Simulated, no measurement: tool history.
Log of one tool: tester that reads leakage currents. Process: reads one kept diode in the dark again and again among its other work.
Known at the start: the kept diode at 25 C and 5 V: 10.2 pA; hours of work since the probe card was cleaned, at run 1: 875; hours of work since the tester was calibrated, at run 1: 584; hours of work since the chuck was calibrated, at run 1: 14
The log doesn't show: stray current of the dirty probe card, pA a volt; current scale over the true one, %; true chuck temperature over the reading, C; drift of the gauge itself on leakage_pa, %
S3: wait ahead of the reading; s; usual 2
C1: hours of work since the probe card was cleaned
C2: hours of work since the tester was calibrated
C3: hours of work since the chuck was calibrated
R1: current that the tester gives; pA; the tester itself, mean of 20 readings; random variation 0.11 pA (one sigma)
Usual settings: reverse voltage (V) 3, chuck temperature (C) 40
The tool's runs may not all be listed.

Run 1, hour 0: usual settings; C1 875; C2 584; C3 14. Result: R1 37.51 pA.
Run 2, hour 27.6: usual settings; C1 886; C2 596; C3 25. Result: R1 37.76 pA.
Run 3, hour 63.8: usual settings; C1 901; C2 611; C3 40. Result: R1 38.13 pA.
Run 4, hour 101.6: usual settings; C1 917; C2 627; C3 56. Result: R1 38.33 pA.
Run 5, hour 139: usual settings; C1 933; C2 643; C3 72. Result: R1 38.4 pA.
Run 6, hour 173.3: usual settings; C1 947; C2 657; C3 86. Result: R1 38.79 pA.
Run 7, hour 191.6: usual settings but chuck temperature (C) 45; C1 955; C2 665; C3 94. Result: R1 54.85 pA.
Run 8, hour 217.3: usual settings but chuck temperature (C) 45; C1 966; C2 675; C3 105. Result: R1 54.79 pA.
Run 9, hour 249.5: usual settings; C1 979; C2 689; C3 118. Result: R1 38.99 pA.
Run 10, hour 280.7: usual settings; C1 992; C2 702; C3 131. Result: R1 39.15 pA.
Run 11, hour 312.8: usual settings; C1 1006; C2 715; C3 144. Result: R1 39.29 pA.
Run 12, hour 336.4: usual settings; C1 1016; C2 725; C3 154. Result: R1 39.52 pA.
Run 13, hour 366.9: usual settings but chuck temperature (C) 39; C1 1028; C2 738; C3 167. Result: R1 37.02 pA.
Run 14, hour 390.2: usual settings but chuck temperature (C) 39, S3 1.44 s; C1 1038; C2 748; C3 177. Result: R1 37.45 pA.
Run 15, hour 410.4: usual settings but reverse voltage (V) 7.28, chuck temperature (C) 39, S3 1.44 s; C1 1047; C2 756; C3 185. Result: R1 59.92 pA.
Run 16, hour 447.1: usual settings but reverse voltage (V) 7.28, chuck temperature (C) 39, S3 1.44 s; C1 1062; C2 772; C3 201. Result: R1 60.13 pA.
Run 17, hour 474: usual settings but reverse voltage (V) 7.28, chuck temperature (C) 39, S3 1.44 s; C1 1073; C2 783; C3 212. Result: R1 61.09 pA.
At hour 482.9: probe card cleaned and baked.
Run 18, hour 494.1: usual settings; C1 5; C2 790; C3 219. Result: R1 33.11 pA.
Run 19, hour 523: usual settings; C1 17; C2 802; C3 231. Result: R1 33.54 pA.
Run 20, hour 560.7: usual settings but S3 8.61 s; C1 33; C2 818; C3 247. Result: R1 33.45 pA.
Run 21, hour 582.4: usual settings but S3 8.61 s; C1 42; C2 827; C3 256. Result: R1 33.42 pA.
Run 22, hour 601.7: usual settings but reverse voltage (V) 2.18, chuck temperature (C) 24, S3 8.61 s; C1 50; C2 835; C3 264. Result: R1 7.53 pA.
Run 23, hour 634.5: usual settings but reverse voltage (V) 2.73, chuck temperature (C) 31, S3 4.83 s; C1 63; C2 849; C3 278. Result: R1 15.45 pA.
Run 24, hour 657.6: usual settings but reverse voltage (V) 2.73, chuck temperature (C) 31, S3 4.83 s; C1 73; C2 858; C3 288. Result: R1 15.51 pA.
Run 25, hour 689.8: usual settings but reverse voltage (V) 17.56, chuck temperature (C) 39, S3 1.85 s; C1 87; C2 872; C3 301. Result: R1 66.31 pA.
Run 26, hour 718.2: usual settings but reverse voltage (V) 15.71, chuck temperature (C) 39, S3 1.58 s; C1 99; C2 884; C3 313. Result: R1 63.57 pA.
Run 27, hour 742.2: usual settings but reverse voltage (V) 15.71, chuck temperature (C) 30, S3 3.01 s; C1 109; C2 894; C3 323. Result: R1 31.78 pA.
Run 28, hour 770.6: usual settings but reverse voltage (V) 3.58, chuck temperature (C) 22, S3 0.72 s; C1 120; C2 906; C3 335. Result: R1 9.23 pA.
Run 29, hour 801.8: usual settings but chuck temperature (C) 44, S3 6.18 s; C1 133; C2 919; C3 348. Result: R1 47.43 pA.
Run 30, hour 828.7: usual settings but chuck temperature (C) 44, S3 6.18 s; C1 145; C2 930; C3 359. Result: R1 47.92 pA.
Run 31, hour 856.9: usual settings but chuck temperature (C) 21, S3 7.03 s; C1 157; C2 942; C3 371. Result: R1 7.55 pA.
Run 32, hour 880.2: usual settings but reverse voltage (V) 1.57, chuck temperature (C) 21, S3 1.06 s; C1 166; C2 952; C3 381. Result: R1 5.83 pA.
Run 33, hour 898.6: usual settings but reverse voltage (V) 8.77, S3 2.54 s; C1 174; C2 959; C3 388. Result: R1 55.57 pA.
Run 34, hour 930.2: usual settings but reverse voltage (V) 8.77, S3 2.54 s; C1 187; C2 973; C3 402. Result: R1 55.74 pA.
Run 35, hour 951.1: usual settings but reverse voltage (V) 16.01, chuck temperature (C) 49, S3 5.2 s; C1 196; C2 981; C3 410. Result: R1 142.05 pA.
Run 36, hour 989.3: usual settings but reverse voltage (V) 16.01, chuck temperature (C) 49, S3 5.2 s; C1 212; C2 997; C3 426. Result: R1 142.88 pA.
Run 37, hour 1020.7: usual settings but reverse voltage (V) 15.67, chuck temperature (C) 49, S3 3.48 s; C1 225; C2 1010; C3 440. Result: R1 143.92 pA.
Run 38, hour 1059.3: usual settings but reverse voltage (V) 10.7, S3 8.63 s; C1 241; C2 1027; C3 456. Result: R1 62.52 pA.
Run 39, hour 1082.6: usual settings but reverse voltage (V) 10.7, S3 8.63 s; C1 251; C2 1036; C3 465. Result: R1 62.68 pA.
Run 40, hour 1117.5: usual settings but reverse voltage (V) 7.36, chuck temperature (C) 55, S3 3.08 s; C1 266; C2 1051; C3 480. Result: R1 164.29 pA.

Forecast each of these 3 alternatives for the next run:
Run A, hour 1150.4: usual settings but reverse voltage (V) 1.71, chuck temperature (C) 57, S3 1.47 s; C1 279; C2 1065; C3 494. Result: R1 ?.
Run B, hour 1150.4: usual settings but reverse voltage (V) 3.46, chuck temperature (C) 44, S3 0.66 s; C1 279; C2 1065; C3 494. Result: R1 ?.
Run C, hour 1150.4: usual settings but chuck temperature (C) 35, S3 1.9 s; C1 279; C2 1065; C3 494. Result: R1 ?.

run      R1
  A  107.27
  B   54.03
  C   25.14
Without the tool's hidden state the same runs would have given:
run     R1
  A  96.59
  B  46.89
  C   20.9
